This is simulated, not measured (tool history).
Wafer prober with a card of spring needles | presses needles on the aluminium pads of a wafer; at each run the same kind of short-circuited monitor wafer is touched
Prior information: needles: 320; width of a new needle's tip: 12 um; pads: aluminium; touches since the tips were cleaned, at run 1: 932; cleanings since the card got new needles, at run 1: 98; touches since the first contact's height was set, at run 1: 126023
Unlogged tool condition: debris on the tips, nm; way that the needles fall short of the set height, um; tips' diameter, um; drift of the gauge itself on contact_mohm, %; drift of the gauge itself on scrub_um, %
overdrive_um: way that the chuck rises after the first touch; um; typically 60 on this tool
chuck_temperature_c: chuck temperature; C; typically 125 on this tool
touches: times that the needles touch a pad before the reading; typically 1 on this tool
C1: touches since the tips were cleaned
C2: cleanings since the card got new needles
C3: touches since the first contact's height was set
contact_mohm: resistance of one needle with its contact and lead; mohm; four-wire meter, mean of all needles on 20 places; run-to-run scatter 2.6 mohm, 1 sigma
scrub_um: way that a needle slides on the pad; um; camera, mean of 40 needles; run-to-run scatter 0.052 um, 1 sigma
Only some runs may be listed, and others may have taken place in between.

{"run": 1, "hour": 0.0, "overdrive_um": 60, "chuck_temperature_c": 125, "touches": 1, "C1": 932, "C2": 98, "C3": 126023, "contact_mohm": 294, "scrub_um": 12.73}
{"hour": 22.4, "done": "tips cleaned on abrasive film"}
{"run": 2, "hour": 46.4, "overdrive_um": 60, "chuck_temperature_c": 125, "touches": 1, "C1": 6383, "C2": 99, "C3": 138365, "contact_mohm": 294, "scrub_um": 12.71}
{"hour": 51.5, "done": "tips cleaned on abrasive film"}
{"hour": 80.6, "done": "tips cleaned on abrasive film"}
{"run": 3, "hour": 89.9, "overdrive_um": 60, "chuck_temperature_c": 125, "touches": 1, "C1": 2481, "C2": 101, "C3": 149918, "contact_mohm": 295, "scrub_um": 12.59}
{"hour": 100.4, "done": "height of the first contact set anew"}
{"hour": 110.8, "done": "tips cleaned on abrasive film"}
{"run": 4, "hour": 133.0, "overdrive_um": 60, "chuck_temperature_c": 125, "touches": 1, "C1": 5901, "C2": 102, "C3": 8656, "contact_mohm": 300, "scrub_um": 12.71}
{"hour": 138.2, "done": "tips cleaned on abrasive film"}
{"hour": 165.9, "done": "tips cleaned on abrasive film"}
{"run": 5, "hour": 175.2, "overdrive_um": 59, "chuck_temperature_c": 125, "touches": 1, "C1": 2469, "C2": 104, "C3": 19864, "contact_mohm": 297, "scrub_um": 12.54}
{"hour": 191.1, "done": "tips cleaned on abrasive film"}
{"hour": 217.0, "done": "tips cleaned on abrasive film"}
{"run": 6, "hour": 238.0, "overdrive_um": 59, "chuck_temperature_c": 125, "touches": 1, "C1": 5602, "C2": 106, "C3": 36552, "contact_mohm": 300, "scrub_um": 12.58}
{"hour": 244.2, "done": "tips cleaned on abrasive film"}
{"hour": 270.0, "done": "tips cleaned on abrasive film"}
{"run": 7, "hour": 270.0, "overdrive_um": 59, "chuck_temperature_c": 125, "touches": 1, "C1": 0, "C2": 108, "C3": 45041, "contact_mohm": 297, "scrub_um": 12.52}
{"hour": 294.8, "done": "tips cleaned on abrasive film"}
{"hour": 320.3, "done": "tips cleaned on abrasive film"}
{"run": 8, "hour": 320.3, "overdrive_um": 60, "chuck_temperature_c": 58, "touches": 1, "C1": 0, "C2": 110, "C3": 58409, "contact_mohm": 277, "scrub_um": 12.68}
{"hour": 347.4, "done": "tips cleaned on abrasive film"}
{"hour": 372.3, "done": "tips cleaned on abrasive film"}
{"run": 9, "hour": 374.6, "overdrive_um": 60, "chuck_temperature_c": 58, "touches": 1, "C1": 606, "C2": 112, "C3": 72840, "contact_mohm": 277, "scrub_um": 12.83}
{"hour": 401.0, "done": "tips cleaned on abrasive film"}
{"hour": 430.4, "done": "tips cleaned on abrasive film"}
{"run": 10, "hour": 446.3, "overdrive_um": 60, "chuck_temperature_c": 58, "touches": 1, "C1": 4247, "C2": 114, "C3": 91920, "contact_mohm": 277, "scrub_um": 12.82}
{"hour": 456.4, "done": "tips cleaned on abrasive film"}
{"hour": 483.4, "done": "tips cleaned on abrasive film"}
{"hour": 511.5, "done": "tips cleaned on abrasive film"}
{"run": 11, "hour": 516.5, "overdrive_um": 60, "chuck_temperature_c": 58, "touches": 1, "C1": 1348, "C2": 117, "C3": 110560, "contact_mohm": 273, "scrub_um": 12.81}
{"hour": 536.3, "done": "tips cleaned on abrasive film"}
{"hour": 563.6, "done": "tips cleaned on abrasive film"}
{"run": 12, "hour": 580.2, "overdrive_um": 60, "chuck_temperature_c": 50, "touches": 1, "C1": 4426, "C2": 119, "C3": 127480, "contact_mohm": 274, "scrub_um": 12.8}
{"hour": 592.1, "done": "tips cleaned on abrasive film"}
{"run": 13, "hour": 613.5, "overdrive_um": 60, "chuck_temperature_c": 50, "touches": 1, "C1": 5714, "C2": 120, "C3": 136355, "contact_mohm": 273, "scrub_um": 12.9}
{"hour": 618.0, "done": "tips cleaned on abrasive film"}
{"hour": 645.2, "done": "tips cleaned on abrasive film"}
{"hour": 670.0, "done": "tips cleaned on abrasive film"}
{"hour": 676.5, "done": "height of the first contact set anew"}
{"run": 14, "hour": 678.3, "overdrive_um": 47, "chuck_temperature_c": 50, "touches": 2, "C1": 2143, "C2": 123, "C3": 497, "contact_mohm": 276, "scrub_um": 10.1}
{"hour": 698.7, "done": "tips cleaned on abrasive film"}
{"hour": 724.1, "done": "tips cleaned on abrasive film"}
{"hour": 750.6, "done": "tips cleaned on abrasive film"}
{"run": 15, "hour": 750.6, "overdrive_um": 47, "chuck_temperature_c": 50, "touches": 2, "C1": 0, "C2": 126, "C3": 19700, "contact_mohm": 274, "scrub_um": 10.14}
{"hour": 775.7, "done": "tips cleaned on abrasive film"}
{"hour": 806.3, "done": "tips cleaned on abrasive film"}
{"run": 16, "hour": 817.9, "overdrive_um": 74, "chuck_temperature_c": 87, "touches": 1, "C1": 3080, "C2": 128, "C3": 37582, "contact_mohm": 282, "scrub_um": 15.99}
{"hour": 832.4, "done": "tips cleaned on abrasive film"}
{"hour": 857.8, "done": "tips cleaned on abrasive film"}
{"run": 17, "hour": 862.0, "overdrive_um": 49, "chuck_temperature_c": 87, "touches": 1, "C1": 1114, "C2": 130, "C3": 49292, "contact_mohm": 288, "scrub_um": 10.53}
{"hour": 883.4, "done": "tips cleaned on abrasive film"}
{"hour": 911.1, "done": "tips cleaned on abrasive film"}
{"run": 18, "hour": 932.7, "overdrive_um": 44, "chuck_temperature_c": 45, "touches": 3, "C1": 5774, "C2": 132, "C3": 68106, "contact_mohm": 274, "scrub_um": 9.54}
{"hour": 938.7, "done": "tips cleaned on abrasive film"}
{"hour": 948.0, "done": "gauge calibrated"}
{"hour": 963.7, "done": "tips cleaned on abrasive film"}
{"run": 19, "hour": 976.7, "overdrive_um": 56, "chuck_temperature_c": 78, "touches": 1, "C1": 3456, "C2": 134, "C3": 79785, "contact_mohm": 286, "scrub_um": 11.85}
{"hour": 990.0, "done": "tips cleaned on abrasive film"}
{"hour": 1015.0, "done": "tips cleaned on abrasive film"}
{"hour": 1042.6, "done": "tips cleaned on abrasive film"}
{"run": 20, "hour": 1047.9, "overdrive_um": 53, "chuck_temperature_c": 80, "touches": 1, "C1": 1405, "C2": 137, "C3": 98696, "contact_mohm": 284, "scrub_um": 11.14}

Each row is a separate what-if for the run after 20, all from the same tool condition, not one after another. Results?
{"hour": 1068.1, "done": "tips cleaned on abrasive film"}
{"hour": 1094.9, "done": "tips cleaned on abrasive film"}
{"run": "A", "hour": 1095.4, "overdrive_um": 42, "chuck_temperature_c": 51, "touches": 2, "C1": 136, "C2": 139, "C3": 111322, "contact_mohm": "?", "scrub_um": "?"}
{"hour": 1068.1, "done": "tips cleaned on abrasive film"}
{"hour": 1094.9, "done": "tips cleaned on abrasive film"}
{"run": "B", "hour": 1095.4, "overdrive_um": 61, "chuck_temperature_c": 125, "touches": 2, "C1": 136, "C2": 139, "C3": 111322, "contact_mohm": "?", "scrub_um": "?"}
{"hour": 1068.1, "done": "tips cleaned on abrasive film"}
{"hour": 1094.9, "done": "tips cleaned on abrasive film"}
{"run": "C", "hour": 1095.4, "overdrive_um": 42, "chuck_temperature_c": 37, "touches": 1, "C1": 136, "C2": 139, "C3": 111322, "contact_mohm": "?", "scrub_um": "?"}
{"hour": 1068.1, "done": "tips cleaned on abrasive film"}
{"hour": 1094.9, "done": "tips cleaned on abrasive film"}
{"run": "D", "hour": 1095.4, "overdrive_um": 54, "chuck_temperature_c": 80, "touches": 1, "C1": 136, "C2": 139, "C3": 111322, "contact_mohm": "?", "scrub_um": "?"}
{"hour": 1068.1, "done": "tips cleaned on abrasive film"}
{"hour": 1094.9, "done": "tips cleaned on abrasive film"}
{"run": "E", "hour": 1095.4, "overdrive_um": 54, "chuck_temperature_c": 121, "touches": 2, "C1": 136, "C2": 139, "C3": 111322, "contact_mohm": "?", "scrub_um": "?"}

run=A contact_mohm=278 scrub_um=8.91
run=B contact_mohm=293 scrub_um=12.97
run=C contact_mohm=272 scrub_um=8.89
run=D contact_mohm=282 scrub_um=11.54
run=E contact_mohm=295 scrub_um=11.38
With the hidden condition removed and each run's random variation left untouched, the same runs would have given:
run=A contact_mohm=278 scrub_um=8.90
run=B contact_mohm=293 scrub_um=12.94
run=C contact_mohm=272 scrub_um=8.88
run=D contact_mohm=282 scrub_um=11.52
run=E contact_mohm=295 scrub_um=11.36

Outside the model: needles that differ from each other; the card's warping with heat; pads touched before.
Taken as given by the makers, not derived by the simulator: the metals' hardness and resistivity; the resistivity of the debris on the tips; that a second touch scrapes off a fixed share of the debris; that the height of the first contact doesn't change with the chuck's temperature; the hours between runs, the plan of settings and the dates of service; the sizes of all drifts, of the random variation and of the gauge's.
